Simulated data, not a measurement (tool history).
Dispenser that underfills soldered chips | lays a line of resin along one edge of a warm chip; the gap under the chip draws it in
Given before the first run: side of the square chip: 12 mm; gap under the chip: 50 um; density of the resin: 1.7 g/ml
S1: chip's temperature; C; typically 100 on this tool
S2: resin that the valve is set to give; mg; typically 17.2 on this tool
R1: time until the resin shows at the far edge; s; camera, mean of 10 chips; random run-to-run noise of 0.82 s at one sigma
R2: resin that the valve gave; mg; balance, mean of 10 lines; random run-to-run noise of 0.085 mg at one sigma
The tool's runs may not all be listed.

run	hour	S1	S2	R1	R2
1	0	100	17.2	88.6	15.13
2	10.1	92	17.2	156.3	15.25
# hour 13.9: new syringe of resin
# hour 20.3: dispensing valve cleaned and set on the balance
3	23.1	92	17.2	135.2	17.36
# hour 31.4: new syringe of resin
4	31.5	86	17.2	117.9	17.06
5	44.3	100	18	128.1	17.88
# hour 48.3: new syringe of resin
6	54.3	106	18	86.2	17.68
# hour 64.6: new syringe of resin
7	69.2	100	17.2	97.1	16.93
8	75.8	100	17.2	121	16.69
# hour 81: new syringe of resin
9	84.5	100	15	97.1	14.48
10	96.7	100	15	150.3	14.39
# hour 98.1: new syringe of resin
11	108.3	100	18	120.5	17.24
# hour 114.5: new syringe of resin
12	122.3	100	18	108.8	17.07
# hour 131.5: new syringe of resin
13	134.2	100	19.5	89.1	18.36
14	147.2	100	19	140	17.57
# hour 148.3: new syringe of resin
15	161.1	100	17.2	133.1	15.98
# hour 165.1: new syringe of resin
16	169.9	100	17.2	100.9	15.88
17	178	100	17.2	135	15.71
# hour 181.3: new syringe of resin
18	192.4	100	16.6	126.8	15.07
# hour 198.3: new syringe of resin
19	202.4	100	16.6	99.4	15.02
20	212.8	101	17.4	139.6	15.52
# hour 214.8: new syringe of resin
21	220.2	101	17.4	99.6	15.48
# hour 223.4: stage's temperature calibrated
# hour 232.6: new syringe of resin
22	235.4	101	17.4	82.4	15.27
23	245	103	18.2	110	15.85
# hour 249.3: new syringe of resin
# hour 253.3: dispensing valve cleaned and set on the balance
24	260.2	100	16	113.3	15.8
# hour 267.4: new syringe of resin
25	272.9	100	16	97.3	15.79
26	280.6	104	21.2	108.1	20.78
# hour 283.6: new syringe of resin
27	288.7	114	15.1	68	14.89
# hour 300.4: new syringe of resin
28	301.9	111	15.1	64.6	14.76
29	310.8	112	22.2	80.2	21.48
# hour 316.6: new syringe of resin
30	324.3	112	22.2	73	21.56
# hour 333.5: new syringe of resin
31	338.1	85	16.9	143.4	16.26
32	348.8	99	20.4	135.5	19.43
# hour 350.3: new syringe of resin
33	356.6	87	20.4	135.3	19.21
# hour 367: new syringe of resin
34	370.5	86	20.2	126.2	18.95
35	381.4	86	20.2	185.8	18.66

Some steps in R1 between neighbouring runs. How much of each would the tool show without its hidden state too (settings, what came in, random variation), and how much is left for the hidden state, with any gauge scatter that isn't in both results?
Hidden state present: resin's viscosity, % of fresh resin's; dose that the valve gives, % of what is set; true chip temperature over the reading, C; drift of the gauge itself on fill_s, %; drift of the gauge itself on given_mg, %.
Run 1 -> 2: S1 100 -> 92. R1 +67.7 s: hidden state +50.4, all else +17.3.
Run 9 -> 10: no setting touched and nothing written in the log between the runs. R1 +53.2 s: hidden state +52.4, all else +0.8.
Run 13 -> 14: S2 19.5 -> 19. R1 +50.9 s: hidden state +51.4, all else -0.5.
Run 30 -> 31: S1 112 -> 85, S2 22.2 -> 16.9, new syringe of resin. R1 +70.4 s: hidden state +8.7, all else +61.7.
Run 34 -> 35: no setting touched and nothing written in the log between the runs. R1 +59.6 s: hidden state +59.1, all else +0.5.
